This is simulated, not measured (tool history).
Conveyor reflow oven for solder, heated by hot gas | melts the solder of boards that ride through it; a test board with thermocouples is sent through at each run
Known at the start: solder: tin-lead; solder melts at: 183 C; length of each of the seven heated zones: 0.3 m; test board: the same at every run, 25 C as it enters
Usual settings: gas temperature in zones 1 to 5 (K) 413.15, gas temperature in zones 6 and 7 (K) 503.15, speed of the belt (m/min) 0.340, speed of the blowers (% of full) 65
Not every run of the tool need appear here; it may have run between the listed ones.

run     day  gas temperature in zones 1 to 5 (K)  gas temperature in zones 6 and 7 (K)  speed of the belt (m/min)  speed of the blowers (% of full)  highest temperature of the board (K)  time above the solder's melting point (s)
  1   0.000                               413.15                                503.15                      0.340                                65                                493.45                                       86.7
  2   2.212                               413.15                                503.15                      0.340                                65                                493.15                                       87.4
  3   4.704                               413.15                                503.15                      0.340                                65                                493.15                                       86.6
  4   7.071                               413.15                                503.15                      0.340                                65                                493.15                                       87.5
  5   9.233                               413.15                                503.15                      0.340                                65                                493.15                                       86.8
  6  10.583                               413.15                                503.15                      0.340                                65                                493.35                                       86.9
  7  12.525                               425.15                                503.15                      0.340                                65                                494.35                                       94.1
  8  14.283                               425.15                                503.15                      0.340                                65                                494.05                                       94.2
  9  16.796                               413.15                                503.15                      0.381                                65                                489.15                                       73.3
 10  19.025                               413.15                                503.15                      0.381                                65                                489.35                                       72.6
 11  21.508                               413.15                                503.15                      0.378                                65                                489.95                                       73.9
 12  22.533                               413.15                                503.15                      0.340                                65                                492.05                                       86.6
 13  24.792                               413.15                                503.15                      0.340                                65                                491.85                                       85.4
 14  26.071                               413.15                                503.15                      0.340                                65                                492.25                                       86.0
 15  27.567                               413.15                                503.15                      0.340                                65                                492.15                                       86.4
 16  29.871                               413.15                                503.15                      0.340                                65                                491.95                                       85.0
 17  31.129                               413.15                                503.15                      0.340                                57                                491.05                                       83.7
 18  32.779                               413.15                                503.15                      0.340                                57                                492.65                                       86.5
 19  33.854                               416.15                                503.15                      0.340                                84                                496.05                                       92.4
 20  35.112                               413.15                                498.15                      0.388                                60                                484.55                                       67.2
 21  36.200                               413.15                                498.15                      0.388                                60                                485.05                                       66.7
 22  37.358                               413.15                                498.15                      0.388                                60                                484.65                                       66.4
 23  38.646                               413.15                                499.15                      0.340                                65                                490.15                                       83.4
 24  41.017                               409.15                                503.15                      0.340                                65                                492.85                                       84.7
 25  42.308                               409.15                                503.15                      0.340                                65                                492.75                                       84.2
 26  44.196                               409.15                                503.15                      0.340                                65                                492.85                                       85.0
 27  45.788                               400.15                                506.15                      0.410                                73                                489.15                                       63.0
 28  47.879                               400.15                                506.15                      0.410                                73                                489.55                                       62.4
 29  49.788                               400.15                                506.15                      0.410                                73                                489.15                                       62.2
 30  51.550                               403.15                                492.15                      0.340                                65                                480.95                                       64.6
 31  53.162                               413.15                                513.15                      0.321                                55                                501.65                                       97.0

The log once held 2 entries between its listed runs, left out of this copy. Where does each go, and what is different about the tool's unlogged condition between the listed run before it and the listed run after it?
Logged between run 17 and run 18: flux residue cleaned out of gas plates and filters (day 32.108)
  heat that the gas passes to the board, % of a clean oven's: 87.9 -> 98; belt's true speed, % of the reading: 97.72 -> 97.7; true gas temperature in zones 6 and 7 over the reading, C: 0.61 -> 0.63
  measured minus no-state result, highest temperature of the board (K): -0.80 -> +0.80; time above the solder's melting point (s): +0.8 -> +2.9
Logged between run 29 and run 30: belt drive overhauled, speed set with a stopwatch (day 50.850)
  heat that the gas passes to the board, % of a clean oven's: 91.8 -> 91.3; belt's true speed, % of the reading: 97.39 -> 100.1; true gas temperature in zones 6 and 7 over the reading, C: 0.86 -> 0.88
  measured minus no-state result, highest temperature of the board (K): -0.30 -> -0.70; time above the solder's melting point (s): +1.1 -> -2.0
